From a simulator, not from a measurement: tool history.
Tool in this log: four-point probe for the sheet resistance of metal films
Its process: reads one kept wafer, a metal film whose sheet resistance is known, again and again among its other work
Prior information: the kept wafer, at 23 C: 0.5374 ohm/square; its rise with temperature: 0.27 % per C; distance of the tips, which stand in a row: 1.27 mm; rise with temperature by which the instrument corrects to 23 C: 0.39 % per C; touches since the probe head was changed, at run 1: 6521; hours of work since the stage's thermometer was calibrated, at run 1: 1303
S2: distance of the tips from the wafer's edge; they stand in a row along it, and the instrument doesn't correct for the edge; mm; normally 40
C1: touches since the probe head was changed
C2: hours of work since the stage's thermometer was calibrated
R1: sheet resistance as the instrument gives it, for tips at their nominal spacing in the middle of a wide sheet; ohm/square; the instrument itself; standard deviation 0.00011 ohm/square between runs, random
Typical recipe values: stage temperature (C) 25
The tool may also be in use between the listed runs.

{"run": 1, "day": 0.0, "stage temperature (C)": 25, "S2": 40, "C1": 6521, "C2": 1303, "R1": 0.53863}
{"run": 2, "day": 0.412, "stage temperature (C)": 31, "S2": 40, "C1": 6865, "C2": 1309, "R1": 0.534748}
{"day": 1.008, "done": "stage's thermometer calibrated"}
{"run": 3, "day": 1.146, "stage temperature (C)": 31, "S2": 40, "C1": 7462, "C2": 2, "R1": 0.534372}
{"run": 4, "day": 1.933, "stage temperature (C)": 31, "S2": 40, "C1": 8119, "C2": 12, "R1": 0.534357}
{"run": 5, "day": 2.442, "stage temperature (C)": 31, "S2": 40, "C1": 8544, "C2": 19, "R1": 0.53428}
{"run": 6, "day": 2.971, "stage temperature (C)": 31, "S2": 40, "C1": 8988, "C2": 26, "R1": 0.534178}
{"run": 7, "day": 3.962, "stage temperature (C)": 31, "S2": 40, "C1": 9817, "C2": 39, "R1": 0.534348}
{"run": 8, "day": 4.712, "stage temperature (C)": 25, "S2": 40, "C1": 10443, "C2": 48, "R1": 0.538222}
{"run": 9, "day": 5.338, "stage temperature (C)": 25, "S2": 40, "C1": 10966, "C2": 57, "R1": 0.538352}
{"run": 10, "day": 6.192, "stage temperature (C)": 26, "S2": 40, "C1": 11678, "C2": 68, "R1": 0.537614}
{"run": 11, "day": 7.083, "stage temperature (C)": 26, "S2": 40, "C1": 12425, "C2": 79, "R1": 0.537742}
{"run": 12, "day": 7.712, "stage temperature (C)": 26, "S2": 40, "C1": 12950, "C2": 88, "R1": 0.537574}
{"run": 13, "day": 8.704, "stage temperature (C)": 26, "S2": 40, "C1": 13779, "C2": 101, "R1": 0.537826}
{"run": 14, "day": 9.162, "stage temperature (C)": 25, "S2": 40, "C1": 14164, "C2": 107, "R1": 0.538218}
{"run": 15, "day": 9.917, "stage temperature (C)": 23, "S2": 40, "C1": 14796, "C2": 116, "R1": 0.539714}
{"run": 16, "day": 10.796, "stage temperature (C)": 25, "S2": 40, "C1": 15528, "C2": 128, "R1": 0.538477}
{"run": 17, "day": 11.521, "stage temperature (C)": 25, "S2": 40, "C1": 16136, "C2": 137, "R1": 0.538417}
{"run": 18, "day": 11.925, "stage temperature (C)": 21, "S2": 40, "C1": 16474, "C2": 143, "R1": 0.541222}
{"run": 19, "day": 12.579, "stage temperature (C)": 21, "S2": 40, "C1": 17020, "C2": 151, "R1": 0.541135}
{"run": 20, "day": 13.329, "stage temperature (C)": 21, "S2": 40, "C1": 17645, "C2": 161, "R1": 0.541223}
{"run": 21, "day": 13.783, "stage temperature (C)": 21, "S2": 8, "C1": 18026, "C2": 167, "R1": 0.548244}
{"run": 22, "day": 14.267, "stage temperature (C)": 32, "S2": 40, "C1": 18432, "C2": 173, "R1": 0.53421}
{"run": 23, "day": 14.904, "stage temperature (C)": 19, "S2": 4, "C1": 18964, "C2": 182, "R1": 0.57026}
{"run": 24, "day": 15.888, "stage temperature (C)": 19, "S2": 4, "C1": 19785, "C2": 195, "R1": 0.570302}
{"run": 25, "day": 16.308, "stage temperature (C)": 19, "S2": 8, "C1": 20139, "C2": 200, "R1": 0.549737}
{"run": 26, "day": 17.146, "stage temperature (C)": 19, "S2": 8, "C1": 20838, "C2": 211, "R1": 0.549975}
{"run": 27, "day": 17.579, "stage temperature (C)": 30, "S2": 8, "C1": 21200, "C2": 217, "R1": 0.542648}
{"run": 28, "day": 18.567, "stage temperature (C)": 24, "S2": 14, "C1": 22026, "C2": 230, "R1": 0.541619}
{"run": 29, "day": 19.371, "stage temperature (C)": 20, "S2": 3, "C1": 22696, "C2": 240, "R1": 0.589213}
{"run": 30, "day": 19.796, "stage temperature (C)": 20, "S2": 3, "C1": 23054, "C2": 246, "R1": 0.589183}
{"run": 31, "day": 20.446, "stage temperature (C)": 29, "S2": 15, "C1": 23596, "C2": 254, "R1": 0.538181}
{"run": 32, "day": 21.275, "stage temperature (C)": 25, "S2": 14, "C1": 24290, "C2": 265, "R1": 0.541001}
{"run": 33, "day": 22.067, "stage temperature (C)": 24, "S2": 11, "C1": 24951, "C2": 275, "R1": 0.543178}
{"run": 34, "day": 22.542, "stage temperature (C)": 24, "S2": 11, "C1": 25349, "C2": 282, "R1": 0.543552}
{"run": 35, "day": 23.05, "stage temperature (C)": 23, "S2": 49, "C1": 25773, "C2": 288, "R1": 0.54035}
{"run": 36, "day": 23.633, "stage temperature (C)": 33, "S2": 11, "C1": 26262, "C2": 296, "R1": 0.537479}
{"run": 37, "day": 24.125, "stage temperature (C)": 24, "S2": 5, "C1": 26673, "C2": 302, "R1": 0.557612}

Predict each of these 4 candidate next runs independently; none follows another, all start after run 37:
{"run": "A", "day": 24.938, "stage temperature (C)": 28, "S2": 40, "C1": 27351, "C2": 313, "R1": "?"}
{"run": "B", "day": 24.938, "stage temperature (C)": 33, "S2": 8, "C1": 27351, "C2": 313, "R1": "?"}
{"run": "C", "day": 24.938, "stage temperature (C)": 21, "S2": 40, "C1": 27351, "C2": 313, "R1": "?"}
{"run": "D", "day": 24.938, "stage temperature (C)": 27, "S2": 4, "C1": 27351, "C2": 313, "R1": "?"}

run=A R1=0.537385
run=B R1=0.541185
run=C R1=0.541900
run=D R1=0.565264
Take away the tool's hidden state, keep each run's random variation, and the runs would have read:
run=A R1=0.534600
run=B R1=0.538384
run=C R1=0.539090
run=D R1=0.562346
